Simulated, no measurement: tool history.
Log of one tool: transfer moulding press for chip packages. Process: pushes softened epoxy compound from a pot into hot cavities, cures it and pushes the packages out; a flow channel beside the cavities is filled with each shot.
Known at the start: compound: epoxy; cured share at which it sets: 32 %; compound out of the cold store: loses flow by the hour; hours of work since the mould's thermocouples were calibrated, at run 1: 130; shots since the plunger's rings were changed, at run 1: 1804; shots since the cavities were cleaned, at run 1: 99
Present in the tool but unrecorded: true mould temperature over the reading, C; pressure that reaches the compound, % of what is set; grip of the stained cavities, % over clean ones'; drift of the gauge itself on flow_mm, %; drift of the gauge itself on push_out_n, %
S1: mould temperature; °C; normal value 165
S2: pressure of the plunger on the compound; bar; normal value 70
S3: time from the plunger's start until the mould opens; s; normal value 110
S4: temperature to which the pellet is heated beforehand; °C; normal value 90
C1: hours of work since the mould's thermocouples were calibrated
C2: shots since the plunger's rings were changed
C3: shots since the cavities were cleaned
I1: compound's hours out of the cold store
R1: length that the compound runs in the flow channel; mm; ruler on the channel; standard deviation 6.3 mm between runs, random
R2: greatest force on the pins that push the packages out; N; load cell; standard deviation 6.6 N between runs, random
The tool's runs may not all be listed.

run,hour,S1,S2,S3,S4,C1,C2,C3,I1,R1,R2
1,0,165,70,110,90,130,1804,99,28.9,666,262
2,37.1,165,70,110,90,159,2265,560,15.4,730,261
# hour 44.3: cavities cleaned with cleaning compound and waxed
3,83.9,165,70,110,90,193,2828,493,30.3,663,282
# hour 96.6: cavities cleaned with cleaning compound and waxed
4,115.7,165,70,110,90,217,3204,237,23,693,261
# hour 149.6: cavities cleaned with cleaning compound and waxed
5,160,165,70,110,90,249,3735,129,36.1,653,258
6,194.9,165,70,110,90,276,4169,563,33.4,661,253
# hour 204.2: cavities cleaned with cleaning compound and waxed
7,243.1,165,70,110,90,312,4749,484,25.8,681,272
# hour 256.4: cavities cleaned with cleaning compound and waxed
8,268.2,165,70,110,90,330,5042,147,21.8,714,269
# hour 311.3: cavities cleaned with cleaning compound and waxed
9,311.9,165,70,110,90,362,5566,7,42,621,267
10,351.8,165,70,110,90,393,6062,503,26.6,680,256
# hour 365.8: cavities cleaned with cleaning compound and waxed
11,398,165,70,110,90,427,6616,399,19.6,709,262
# hour 415.2: plunger's sealing rings changed
# hour 421: cavities cleaned with cleaning compound and waxed
12,438.4,165,70,110,93,455,269,217,14.1,733,257
# hour 475.8: cavities cleaned with cleaning compound and waxed
13,489.6,165,70,110,93,493,887,173,32.8,654,268
14,522.7,165,70,110,93,519,1297,583,22.1,691,269
# hour 529.1: cavities cleaned with cleaning compound and waxed
15,549,165,71.8,104,82,538,1605,247,9.5,760,308
# hour 583.8: cavities cleaned with cleaning compound and waxed
16,583.8,164,70,137,90,563,2019,0,47.9,609,222
17,630.9,164,74.5,98,87,600,2605,586,34.7,676,318
# hour 635.7: cavities cleaned with cleaning compound and waxed
18,664.1,165,70,110,90,624,2997,352,16.9,702,276
# hour 689.3: cavities cleaned with cleaning compound and waxed
19,722.5,165,70,110,90,667,3704,412,40.8,635,277
# hour 741.4: cavities cleaned with cleaning compound and waxed
20,776.4,165,70,110,81,708,4356,436,34.8,645,258

Run 21, settings as shown, results not yet in. Your forecast:
# hour 792.8: cavities cleaned with cleaning compound and waxed
21,825.5,172,70,110,87,744,4947,407,22.3,?,?

{"run 21": {"R1": 673, "R2": 241}}
With the hidden condition absent and the run-to-run variation left alone, this run would have shown R1 674 mm, R2 239 N.
